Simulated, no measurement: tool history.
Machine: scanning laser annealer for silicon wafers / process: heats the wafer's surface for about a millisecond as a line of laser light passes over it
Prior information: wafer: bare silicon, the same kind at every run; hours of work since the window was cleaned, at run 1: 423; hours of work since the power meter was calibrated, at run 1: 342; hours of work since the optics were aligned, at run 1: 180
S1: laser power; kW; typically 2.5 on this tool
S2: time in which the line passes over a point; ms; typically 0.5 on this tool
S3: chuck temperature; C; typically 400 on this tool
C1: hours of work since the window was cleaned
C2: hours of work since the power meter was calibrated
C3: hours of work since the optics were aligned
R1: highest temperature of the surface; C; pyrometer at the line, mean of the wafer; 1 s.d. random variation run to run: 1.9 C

| run | hour | S1 | S2 | S3 | C1 | C2 | C3 | R1 |
|---|---|---|---|---|---|---|---|---|
| 1 | 0 | 2.5 | 0.5 | 400 | 423 | 342 | 180 | 1181 |
| 2 | 19.6 | 2.5 | 0.5 | 400 | 433 | 351 | 189 | 1181 |
| 3 | 34.5 | 2.5 | 0.5 | 400 | 440 | 359 | 197 | 1181 |
| 4 | 49.2 | 2.5 | 0.5 | 400 | 448 | 366 | 204 | 1179 |
| 5 | 69.3 | 2.5 | 0.5 | 400 | 458 | 376 | 214 | 1181 |
| 6 | 98.3 | 2.5 | 0.5 | 400 | 472 | 390 | 228 | 1179 |
| 7 | 123.2 | 2.53 | 0.592 | 423 | 484 | 402 | 241 | 1284 |
| 8 | 149.9 | 2.53 | 0.592 | 423 | 497 | 416 | 254 | 1278 |
| 9 | 170.9 | 2.5 | 0.596 | 415 | 508 | 426 | 264 | 1263 |
| 10 | 191.7 | 2.5 | 0.596 | 415 | 518 | 436 | 274 | 1262 |
| 11 | 213.9 | 2.5 | 0.596 | 412 | 529 | 447 | 285 | 1258 |
| 12 | 229.7 | 2.228 | 0.515 | 437 | 537 | 455 | 293 | 1144 |

What if the next run were any one of these 4? Each begins from the tool's condition after run 12:
| A | 251.9 | 2.5 | 0.5 | 396 | 548 | 466 | 304 | ? |
| B | 251.9 | 2.5 | 0.431 | 400 | 548 | 466 | 304 | ? |
| C | 251.9 | 2.559 | 0.579 | 410 | 548 | 466 | 304 | ? |
| D | 251.9 | 2.228 | 0.447 | 426 | 548 | 466 | 304 | ? |

| run | R1 |
|---|---|
| A | 1175 |
| B | 1125 |
| C | 1263 |
| D | 1085 |
What these runs would have given with no unlogged condition in the tool:
| run | R1 |
|---|---|
| A | 1176 |
| B | 1126 |
| C | 1264 |
| D | 1085 |

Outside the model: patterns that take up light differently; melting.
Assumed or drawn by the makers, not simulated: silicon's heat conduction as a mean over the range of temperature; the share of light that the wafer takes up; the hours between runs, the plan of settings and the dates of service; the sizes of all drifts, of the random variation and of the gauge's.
